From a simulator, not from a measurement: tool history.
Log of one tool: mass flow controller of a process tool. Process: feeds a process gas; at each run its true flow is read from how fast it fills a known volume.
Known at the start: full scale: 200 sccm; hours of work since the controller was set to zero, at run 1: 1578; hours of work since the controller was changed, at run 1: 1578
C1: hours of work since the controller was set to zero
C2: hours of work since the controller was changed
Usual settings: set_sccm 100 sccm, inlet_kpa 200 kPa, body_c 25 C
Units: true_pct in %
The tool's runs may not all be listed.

{"run": 1, "day": 0.0, "set_sccm": 100, "inlet_kpa": 200, "body_c": 25, "C1": 1578, "C2": 1578, "true_pct": 99.42}
{"run": 2, "day": 4.812, "set_sccm": 100, "inlet_kpa": 200, "body_c": 32, "C1": 1653, "C2": 1653, "true_pct": 100.02}
{"run": 3, "day": 7.462, "set_sccm": 100, "inlet_kpa": 200, "body_c": 32, "C1": 1695, "C2": 1695, "true_pct": 99.92}
{"run": 4, "day": 10.025, "set_sccm": 100, "inlet_kpa": 200, "body_c": 32, "C1": 1734, "C2": 1734, "true_pct": 100.14}
{"run": 5, "day": 14.304, "set_sccm": 100, "inlet_kpa": 175, "body_c": 25, "C1": 1801, "C2": 1801, "true_pct": 99.76}
{"run": 6, "day": 19.0, "set_sccm": 100, "inlet_kpa": 175, "body_c": 25, "C1": 1874, "C2": 1874, "true_pct": 99.64}
{"run": 7, "day": 21.971, "set_sccm": 100, "inlet_kpa": 175, "body_c": 25, "C1": 1921, "C2": 1921, "true_pct": 99.66}
{"run": 8, "day": 24.612, "set_sccm": 100, "inlet_kpa": 175, "body_c": 25, "C1": 1962, "C2": 1962, "true_pct": 99.75}
{"run": 9, "day": 28.846, "set_sccm": 100, "inlet_kpa": 175, "body_c": 25, "C1": 2028, "C2": 2028, "true_pct": 99.71}
{"run": 10, "day": 33.354, "set_sccm": 100, "inlet_kpa": 200, "body_c": 29, "C1": 2098, "C2": 2098, "true_pct": 99.86}
{"run": 11, "day": 38.458, "set_sccm": 100, "inlet_kpa": 200, "body_c": 29, "C1": 2178, "C2": 2178, "true_pct": 99.86}
{"run": 12, "day": 40.733, "set_sccm": 100, "inlet_kpa": 171, "body_c": 29, "C1": 2213, "C2": 2213, "true_pct": 99.97}
{"run": 13, "day": 45.642, "set_sccm": 100, "inlet_kpa": 171, "body_c": 29, "C1": 2290, "C2": 2290, "true_pct": 99.97}

Run 14 comes next. What will it give?
{"run": 14, "day": 50.358, "set_sccm": 178, "inlet_kpa": 185, "body_c": 35, "C1": 2363, "C2": 2363, "true_pct": "?"}

{"run 14": {"true_pct": 100.49}}
Without the tool's hidden state the same run would have given true_pct 100.49 %.
